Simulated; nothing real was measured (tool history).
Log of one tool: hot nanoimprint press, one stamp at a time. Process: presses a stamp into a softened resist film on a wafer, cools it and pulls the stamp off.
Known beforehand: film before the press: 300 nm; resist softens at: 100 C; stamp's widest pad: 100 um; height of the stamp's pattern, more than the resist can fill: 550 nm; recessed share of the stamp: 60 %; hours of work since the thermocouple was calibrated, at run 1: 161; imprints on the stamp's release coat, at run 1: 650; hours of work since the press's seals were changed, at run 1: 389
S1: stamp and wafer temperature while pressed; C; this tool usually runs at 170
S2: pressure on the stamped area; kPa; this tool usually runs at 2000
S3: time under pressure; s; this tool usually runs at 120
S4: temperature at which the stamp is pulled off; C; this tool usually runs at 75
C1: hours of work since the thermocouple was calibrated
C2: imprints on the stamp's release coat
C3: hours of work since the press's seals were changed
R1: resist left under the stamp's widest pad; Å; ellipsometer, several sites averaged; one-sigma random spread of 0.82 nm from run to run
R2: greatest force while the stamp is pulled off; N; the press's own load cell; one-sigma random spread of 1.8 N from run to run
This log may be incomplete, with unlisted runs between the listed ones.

{"run": 1, "hour": 0.0, "S1": 170, "S2": 2000, "S3": 120, "S4": 75, "C1": 161, "C2": 650, "C3": 389, "R1": 1108, "R2": 177}
{"run": 2, "hour": 17.1, "S1": 170, "S2": 2000, "S3": 120, "S4": 75, "C1": 170, "C2": 684, "C3": 397, "R1": 1100, "R2": 179}
{"run": 3, "hour": 33.6, "S1": 170, "S2": 2000, "S3": 120, "S4": 75, "C1": 178, "C2": 717, "C3": 405, "R1": 1090, "R2": 177}
{"run": 4, "hour": 63.1, "S1": 170, "S2": 2000, "S3": 120, "S4": 75, "C1": 192, "C2": 776, "C3": 420, "R1": 1089, "R2": 179}
{"run": 5, "hour": 86.5, "S1": 170, "S2": 2000, "S3": 120, "S4": 75, "C1": 204, "C2": 822, "C3": 431, "R1": 1084, "R2": 176}
{"run": 6, "hour": 116.1, "S1": 166, "S2": 2000, "S3": 120, "S4": 75, "C1": 218, "C2": 881, "C3": 446, "R1": 1322, "R2": 177}
{"run": 7, "hour": 150.9, "S1": 166, "S2": 2000, "S3": 120, "S4": 75, "C1": 236, "C2": 950, "C3": 463, "R1": 1309, "R2": 175}
{"run": 8, "hour": 177.5, "S1": 170, "S2": 2000, "S3": 120, "S4": 80, "C1": 249, "C2": 1003, "C3": 476, "R1": 1081, "R2": 167}
{"run": 9, "hour": 215.2, "S1": 170, "S2": 2000, "S3": 120, "S4": 80, "C1": 267, "C2": 1078, "C3": 495, "R1": 1096, "R2": 169}
{"run": 10, "hour": 247.8, "S1": 178, "S2": 2000, "S3": 120, "S4": 80, "C1": 283, "C2": 1143, "C3": 511, "R1": 771, "R2": 165}
{"run": 11, "hour": 271.8, "S1": 170, "S2": 2000, "S3": 120, "S4": 75, "C1": 295, "C2": 1191, "C3": 522, "R1": 1097, "R2": 178}
{"run": 12, "hour": 307.9, "S1": 170, "S2": 2000, "S3": 120, "S4": 75, "C1": 313, "C2": 1262, "C3": 540, "R1": 1093, "R2": 178}
{"run": 13, "hour": 326.4, "S1": 170, "S2": 2000, "S3": 120, "S4": 75, "C1": 322, "C2": 1299, "C3": 549, "R1": 1089, "R2": 181}
{"run": 14, "hour": 363.6, "S1": 170, "S2": 2000, "S3": 120, "S4": 75, "C1": 340, "C2": 1373, "C3": 568, "R1": 1115, "R2": 177}
{"hour": 372.8, "done": "stamp cleaned and given a new release coat"}
{"hour": 388.2, "done": "plate thermocouple calibrated"}
{"run": 15, "hour": 405.2, "S1": 170, "S2": 3010, "S3": 120, "S4": 75, "C1": 8, "C2": 58, "C3": 584, "R1": 869, "R2": 179}
{"run": 16, "hour": 430.5, "S1": 170, "S2": 3010, "S3": 63, "S4": 76, "C1": 21, "C2": 108, "C3": 596, "R1": 1135, "R2": 177}
{"run": 17, "hour": 463.5, "S1": 170, "S2": 2650, "S3": 120, "S4": 75, "C1": 37, "C2": 174, "C3": 612, "R1": 953, "R2": 174}
{"run": 18, "hour": 495.8, "S1": 159, "S2": 1670, "S3": 120, "S4": 66, "C1": 53, "C2": 238, "C3": 628, "R1": 1946, "R2": 201}
{"run": 19, "hour": 519.4, "S1": 159, "S2": 1670, "S3": 120, "S4": 66, "C1": 65, "C2": 285, "C3": 640, "R1": 1958, "R2": 201}
{"run": 20, "hour": 539.6, "S1": 177, "S2": 2000, "S3": 120, "S4": 67, "C1": 75, "C2": 325, "C3": 650, "R1": 793, "R2": 196}
{"run": 21, "hour": 568.1, "S1": 170, "S2": 1890, "S3": 120, "S4": 63, "C1": 89, "C2": 382, "C3": 664, "R1": 1127, "R2": 203}
{"run": 22, "hour": 590.7, "S1": 170, "S2": 1890, "S3": 120, "S4": 63, "C1": 100, "C2": 427, "C3": 675, "R1": 1131, "R2": 206}
{"run": 23, "hour": 609.9, "S1": 160, "S2": 2000, "S3": 120, "S4": 71, "C1": 109, "C2": 465, "C3": 685, "R1": 1758, "R2": 186}

Expected results for the next run?
{"run": 24, "hour": 647.7, "S1": 170, "S2": 1710, "S3": 120, "S4": 77, "C1": 128, "C2": 540, "C3": 703, "R1": "?", "R2": "?"}

R1: 1196 Å
R2: 175 N
On a tool with no hidden condition, and with the same random variation, this run would have come out at R1 1194 Å, R2 174 N.

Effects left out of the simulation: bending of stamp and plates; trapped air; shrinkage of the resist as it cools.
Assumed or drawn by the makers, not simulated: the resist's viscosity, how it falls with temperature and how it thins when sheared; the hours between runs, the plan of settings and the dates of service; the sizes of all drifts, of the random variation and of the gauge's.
